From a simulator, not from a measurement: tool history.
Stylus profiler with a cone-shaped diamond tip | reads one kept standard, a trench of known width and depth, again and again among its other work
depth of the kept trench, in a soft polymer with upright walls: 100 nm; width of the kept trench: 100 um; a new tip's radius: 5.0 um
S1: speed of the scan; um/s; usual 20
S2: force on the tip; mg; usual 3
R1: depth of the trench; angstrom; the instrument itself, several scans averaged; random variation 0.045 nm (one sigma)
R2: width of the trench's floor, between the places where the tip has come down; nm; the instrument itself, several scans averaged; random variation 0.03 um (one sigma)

run   hour  S1    S2      R1     R2
  1      0  20     3  1021.5  96570
  2   23.5  20     3  1021.6  96570
  3   48.1  20     3  1021.6  96600
  4   76.1  20     3  1021.3  96610
  5   92.3  31     3    1021  96480
  6  113.1  15     3  1021.2  96550
  7  131.7  15     3  1020.9  96520
  8  157.7  15     3    1022  96620
  9  172.3  15     3    1021  96530
 10  190.8   7     3  1020.8  96560
 11  209.2   7     3  1021.1  96500
 12    235  29     3  1020.4  96530
 13  257.7  29     3  1021.7  96480
 14    276  29     3  1021.2  96520
 15  289.3  29     3  1021.4  96420
 16  314.1  29     3  1022.2  96470
 17    342  29     3  1021.2  96440
 18    360  20  4.04  1025.3  96440
 19  380.7  20  4.04  1025.5  96480
 20  398.3  20  4.04  1025.7  96520
 21  412.2  20  1.09  1014.2  96420
 22  428.8  20  1.09  1013.3  96410
 23  445.4  20     3  1022.8  96460
 24  465.3  42  7.47  1036.3  96350
 25    484  20  1.86  1017.1  96380
 26  510.7  57  1.27  1014.3  96290
 27  536.1  57  1.27  1014.6  96250

Forecast run 28:
 28  549.6  57  1.27   ?   ?

Run 28 gave R1 1014.4 angstrom, R2 96280 nm.
Without the tool's hidden state the same run would have given R1 1009.2 angstrom, R2 97870 nm.

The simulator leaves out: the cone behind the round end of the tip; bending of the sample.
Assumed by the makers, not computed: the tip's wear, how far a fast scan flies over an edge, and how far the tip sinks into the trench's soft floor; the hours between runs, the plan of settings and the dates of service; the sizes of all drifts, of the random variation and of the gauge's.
